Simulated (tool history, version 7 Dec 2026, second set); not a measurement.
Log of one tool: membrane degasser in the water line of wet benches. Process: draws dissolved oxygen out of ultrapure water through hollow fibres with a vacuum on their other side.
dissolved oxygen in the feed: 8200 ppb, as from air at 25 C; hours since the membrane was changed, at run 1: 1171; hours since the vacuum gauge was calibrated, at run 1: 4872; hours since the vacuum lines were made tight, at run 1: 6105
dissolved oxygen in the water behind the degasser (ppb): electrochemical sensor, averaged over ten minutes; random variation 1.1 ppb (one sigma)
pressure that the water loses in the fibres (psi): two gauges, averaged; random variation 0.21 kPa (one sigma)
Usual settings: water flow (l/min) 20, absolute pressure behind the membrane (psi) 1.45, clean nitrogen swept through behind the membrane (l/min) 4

run     day  water flow (l/min)  absolute pressure behind the membrane (psi)  clean nitrogen swept through behind the membrane (l/min)  hours since the membrane was changed  hours since the vacuum gauge was calibrated  hours since the vacuum lines were made tight  dissolved oxygen in the water behind the degasser (ppb)  pressure that the water loses in the fibres (psi)
  1       0                  20                                         1.45                                                         4                                  1171                                         4872                                          6105                                                    110.1                                              7.272
  2   4.079                  17                                         1.45                                                         4                                  1268                                         4970                                          6203                                                     89.6                                              6.137
  3   8.108                  17                                         1.45                                                         4                                  1365                                         5067                                          6299                                                     86.1                                              6.174
  4  10.904                  20                                         1.45                                                         4                                  1432                                         5134                                          6366                                                    108.2                                              7.258
  5  15.504                  20                                         1.45                                                         4                                  1543                                         5244                                          6477                                                    108.1                                              7.252
  6    19.4                  20                                         1.45                                                         4                                  1636                                         5338                                          6570                                                    110.3                                              7.229
  7  24.067                  20                                         1.45                                                         4                                  1748                                         5450                                          6682                                                    108.2                                              7.301
  8  27.717                  20                                         1.45                                                     11.32                                  1836                                         5537                                          6770                                                     57.7                                              7.261
  9   30.05                  20                                         2.31                                                         4                                  1892                                         5593                                          6826                                                    179.2                                              7.262
 10  33.008                  20                                         2.31                                                         4                                  1963                                         5664                                          6897                                                    179.5                                              7.303
 11  36.575                  20                                         1.04                                                         4                                  2048                                         5750                                          6983                                                     75.2                                              7.356
     36.975  -- vacuum gauge calibrated
 12  39.267                  29                                         1.45                                                       4.8                                  2112                                           55                                          7047                                                    160.2                                             10.668
 13   44.05                  18                                         1.13                                                       2.5                                  2227                                          170                                          7161                                                    100.6                                              6.553
 14  47.525                  31                                         1.45                                                      3.51                                  2311                                          253                                          7245                                                    212.6                                             11.406
 15  52.321                  23                                         1.68                                                      2.31                                  2426                                          368                                          7360                                                    228.5                                              8.493
 16  55.688                  23                                         1.68                                                      2.31                                  2507                                          449                                          7441                                                    227.8                                              8.522
 17  59.429                  20                                         1.44                                                      2.63                                  2596                                          539                                          7531                                                    147.6                                              7.469
     60.558  -- gauge calibrated
 18  61.612                  20                                         0.99                                                       3.2                                  2649                                          591                                          7583                                                     81.8                                              7.162
 19  64.817                  17                                         1.45                                                       9.5                                  2726                                          668                                          7660                                                     49.2                                              6.139
 20  68.283                  23                                         1.49                                                      2.86                                  2809                                          751                                          7743                                                      169                                              8.357
 21  72.442                  17                                         3.29                                                         4                                  2909                                          851                                          7843                                                    213.6                                              6.142
 22  76.025                  13                                          1.1                                                      4.15                                  2995                                          937                                          7929                                                     42.9                                              4.727

Forecast each of these 3 alternatives for the next run:
  A  79.433                  26                                         1.65                                                         4                                  3076                                         1019                                          8011                                                        ?                                                  ?
  B  79.433                  22                                          1.1                                                      3.08                                  3076                                         1019                                          8011                                                        ?                                                  ?
  C  79.433                  21                                         1.45                                                      4.88                                  3076                                         1019                                          8011                                                        ?                                                  ?

run  dissolved oxygen in the water behind the degasser (ppb)  pressure that the water loses in the fibres (psi)
  A                                                    177.8                                              9.462
  B                                                    110.6                                              8.037
  C                                                     99.2                                                7.6
Without the tool's hidden state the same runs would have given:
run  dissolved oxygen in the water behind the degasser (ppb)  pressure that the water loses in the fibres (psi)
  A                                                    177.6                                              9.377
  B                                                    110.4                                              7.964
  C                                                     99.1                                              7.532

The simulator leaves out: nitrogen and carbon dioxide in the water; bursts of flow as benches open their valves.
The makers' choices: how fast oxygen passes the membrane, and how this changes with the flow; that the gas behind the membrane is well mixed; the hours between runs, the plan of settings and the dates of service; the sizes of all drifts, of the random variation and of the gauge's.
